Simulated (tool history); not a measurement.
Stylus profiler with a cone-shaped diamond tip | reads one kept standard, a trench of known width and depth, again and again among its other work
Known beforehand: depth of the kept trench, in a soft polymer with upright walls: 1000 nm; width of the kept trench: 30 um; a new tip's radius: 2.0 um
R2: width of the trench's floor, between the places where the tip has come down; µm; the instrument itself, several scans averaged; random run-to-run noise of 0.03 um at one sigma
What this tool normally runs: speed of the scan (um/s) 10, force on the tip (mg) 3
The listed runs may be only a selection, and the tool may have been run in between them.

run 1 hour=0 | speed_of_the_scan_(um/s)=10 force_on_the_tip_(mg)=3 | depth_of_the_trench_(Å)=10167.1 R2=26.43
run 2 hour=61.5 | speed_of_the_scan_(um/s)=10 force_on_the_tip_(mg)=3 | depth_of_the_trench_(Å)=10167.1 R2=26.45
-- hour=196.1 new tip fitted, height scale calibrated
run 3 hour=196.1 | speed_of_the_scan_(um/s)=2 force_on_the_tip_(mg)=3 | depth_of_the_trench_(Å)=10167.5 R2=26.54
run 4 hour=298.1 | speed_of_the_scan_(um/s)=2 force_on_the_tip_(mg)=3 | depth_of_the_trench_(Å)=10166.1 R2=26.52
run 5 hour=425.6 | speed_of_the_scan_(um/s)=10 force_on_the_tip_(mg)=3 | depth_of_the_trench_(Å)=10166.6 R2=26.48
run 6 hour=552.4 | speed_of_the_scan_(um/s)=10 force_on_the_tip_(mg)=2.55 | depth_of_the_trench_(Å)=10148.3 R2=26.46
run 7 hour=653.5 | speed_of_the_scan_(um/s)=10 force_on_the_tip_(mg)=2.47 | depth_of_the_trench_(Å)=10145.8 R2=26.49
run 8 hour=783.4 | speed_of_the_scan_(um/s)=10 force_on_the_tip_(mg)=1.58 | depth_of_the_trench_(Å)=10108.6 R2=26.44
run 9 hour=910.2 | speed_of_the_scan_(um/s)=10 force_on_the_tip_(mg)=3 | depth_of_the_trench_(Å)=10167.9 R2=26.45
run 10 hour=970.5 | speed_of_the_scan_(um/s)=10 force_on_the_tip_(mg)=3 | depth_of_the_trench_(Å)=10162.5 R2=26.5
run 11 hour=1061.5 | speed_of_the_scan_(um/s)=10 force_on_the_tip_(mg)=3 | depth_of_the_trench_(Å)=10167.6 R2=26.49
run 12 hour=1137.9 | speed_of_the_scan_(um/s)=10 force_on_the_tip_(mg)=3 | depth_of_the_trench_(Å)=10165.8 R2=26.5
run 13 hour=1205.1 | speed_of_the_scan_(um/s)=10 force_on_the_tip_(mg)=3.26 | depth_of_the_trench_(Å)=10174.8 R2=26.52
run 14 hour=1312.6 | speed_of_the_scan_(um/s)=10 force_on_the_tip_(mg)=3.26 | depth_of_the_trench_(Å)=10172.7 R2=26.53
run 15 hour=1374.1 | speed_of_the_scan_(um/s)=10 force_on_the_tip_(mg)=3.26 | depth_of_the_trench_(Å)=10172.6 R2=26.45
run 16 hour=1500.7 | speed_of_the_scan_(um/s)=10 force_on_the_tip_(mg)=3 | depth_of_the_trench_(Å)=10167.3 R2=26.49
run 17 hour=1631.8 | speed_of_the_scan_(um/s)=10 force_on_the_tip_(mg)=3 | depth_of_the_trench_(Å)=10164.9 R2=26.49
run 18 hour=1752.6 | speed_of_the_scan_(um/s)=10 force_on_the_tip_(mg)=3 | depth_of_the_trench_(Å)=10164.9 R2=26.49
run 19 hour=1878.8 | speed_of_the_scan_(um/s)=11 force_on_the_tip_(mg)=3 | depth_of_the_trench_(Å)=10165.8 R2=26.48
-- hour=1920 height scale calibrated on a step standard
run 20 hour=1940.1 | speed_of_the_scan_(um/s)=11 force_on_the_tip_(mg)=3 | depth_of_the_trench_(Å)=10165.9 R2=26.47
run 21 hour=2060.7 | speed_of_the_scan_(um/s)=11 force_on_the_tip_(mg)=3 | depth_of_the_trench_(Å)=10166.1 R2=26.44
-- hour=2128.1 new tip fitted, height scale calibrated
run 22 hour=2160.4 | speed_of_the_scan_(um/s)=11 force_on_the_tip_(mg)=3 | depth_of_the_trench_(Å)=10165.4 R2=26.48
run 23 hour=2261.4 | speed_of_the_scan_(um/s)=11 force_on_the_tip_(mg)=3 | depth_of_the_trench_(Å)=10165.5 R2=26.43
run 24 hour=2329.4 | speed_of_the_scan_(um/s)=11 force_on_the_tip_(mg)=3 | depth_of_the_trench_(Å)=10163.7 R2=26.47
run 25 hour=2451.5 | speed_of_the_scan_(um/s)=13 force_on_the_tip_(mg)=3 | depth_of_the_trench_(Å)=10164.7 R2=26.53
run 26 hour=2539.6 | speed_of_the_scan_(um/s)=13 force_on_the_tip_(mg)=3 | depth_of_the_trench_(Å)=10164 R2=26.47
run 27 hour=2653.1 | speed_of_the_scan_(um/s)=7 force_on_the_tip_(mg)=1.5 | depth_of_the_trench_(Å)=10104.2 R2=26.51
run 28 hour=2739.4 | speed_of_the_scan_(um/s)=4 force_on_the_tip_(mg)=1.52 | depth_of_the_trench_(Å)=10104.2 R2=26.51
run 29 hour=2853.6 | speed_of_the_scan_(um/s)=5 force_on_the_tip_(mg)=3.82 | depth_of_the_trench_(Å)=10196 R2=26.56
run 30 hour=2988.3 | speed_of_the_scan_(um/s)=4 force_on_the_tip_(mg)=1.22 | depth_of_the_trench_(Å)=10089.6 R2=26.5
run 31 hour=3102.2 | speed_of_the_scan_(um/s)=4 force_on_the_tip_(mg)=1.13 | depth_of_the_trench_(Å)=10087.2 R2=26.5
run 32 hour=3180.2 | speed_of_the_scan_(um/s)=10 force_on_the_tip_(mg)=1.62 | depth_of_the_trench_(Å)=10111.5 R2=26.49
run 33 hour=3303.8 | speed_of_the_scan_(um/s)=10 force_on_the_tip_(mg)=1.62 | depth_of_the_trench_(Å)=10106.8 R2=26.41
run 34 hour=3385 | speed_of_the_scan_(um/s)=10 force_on_the_tip_(mg)=1.62 | depth_of_the_trench_(Å)=10107.8 R2=26.45
run 35 hour=3466.5 | speed_of_the_scan_(um/s)=2 force_on_the_tip_(mg)=1.26 | depth_of_the_trench_(Å)=10092.7 R2=26.54
run 36 hour=3557.2 | speed_of_the_scan_(um/s)=7 force_on_the_tip_(mg)=1.77 | depth_of_the_trench_(Å)=10116 R2=26.48
run 37 hour=3643.5 | speed_of_the_scan_(um/s)=7 force_on_the_tip_(mg)=1.77 | depth_of_the_trench_(Å)=10113.5 R2=26.49
run 38 hour=3760.2 | speed_of_the_scan_(um/s)=6 force_on_the_tip_(mg)=3.09 | depth_of_the_trench_(Å)=10168.2 R2=26.45
-- hour=3850.8 height scale calibrated on a step standard
run 39 hour=3873.6 | speed_of_the_scan_(um/s)=6 force_on_the_tip_(mg)=3.77 | depth_of_the_trench_(Å)=10192 R2=26.51
run 40 hour=4009.1 | speed_of_the_scan_(um/s)=6 force_on_the_tip_(mg)=3.77 | depth_of_the_trench_(Å)=10193.7 R2=26.49
-- hour=4057.5 new tip fitted, height scale calibrated
run 41 hour=4116.5 | speed_of_the_scan_(um/s)=6 force_on_the_tip_(mg)=3.77 | depth_of_the_trench_(Å)=10190.4 R2=26.54
run 42 hour=4254.5 | speed_of_the_scan_(um/s)=10 force_on_the_tip_(mg)=1.95 | depth_of_the_trench_(Å)=10123.4 R2=26.49
run 43 hour=4381.2 | speed_of_the_scan_(um/s)=9 force_on_the_tip_(mg)=3.45 | depth_of_the_trench_(Å)=10179.3 R2=26.48
run 44 hour=4465.9 | speed_of_the_scan_(um/s)=4 force_on_the_tip_(mg)=7.93 | depth_of_the_trench_(Å)=10321.1 R2=26.53
run 45 hour=4596.3 | speed_of_the_scan_(um/s)=4 force_on_the_tip_(mg)=7.93 | depth_of_the_trench_(Å)=10319.4 R2=26.56

Branching from run 45: 5 alternative next runs. What would each branch give?
run A hour=4718.4 | speed_of_the_scan_(um/s)=18 force_on_the_tip_(mg)=3.38 | depth_of_the_trench_(Å)=? R2=?
run B hour=4718.4 | speed_of_the_scan_(um/s)=5 force_on_the_tip_(mg)=2.41 | depth_of_the_trench_(Å)=? R2=?
run C hour=4718.4 | speed_of_the_scan_(um/s)=13 force_on_the_tip_(mg)=1.54 | depth_of_the_trench_(Å)=? R2=?
run D hour=4718.4 | speed_of_the_scan_(um/s)=4 force_on_the_tip_(mg)=2.98 | depth_of_the_trench_(Å)=? R2=?
run E hour=4718.4 | speed_of_the_scan_(um/s)=7 force_on_the_tip_(mg)=7.77 | depth_of_the_trench_(Å)=? R2=?

run=A depth_of_the_trench_(Å)=10178.2 R2=26.38
run=B depth_of_the_trench_(Å)=10144.5 R2=26.51
run=C depth_of_the_trench_(Å)=10107.4 R2=26.44
run=D depth_of_the_trench_(Å)=10164.7 R2=26.5
run=E depth_of_the_trench_(Å)=10315.4 R2=26.49
The same runs, with their run-to-run variation unchanged, on a tool lacking any hidden condition would have given:
run=A depth_of_the_trench_(Å)=10178.4 R2=26.39
run=B depth_of_the_trench_(Å)=10144.7 R2=26.52
run=C depth_of_the_trench_(Å)=10107.6 R2=26.46
run=D depth_of_the_trench_(Å)=10164.9 R2=26.51
run=E depth_of_the_trench_(Å)=10315.6 R2=26.5
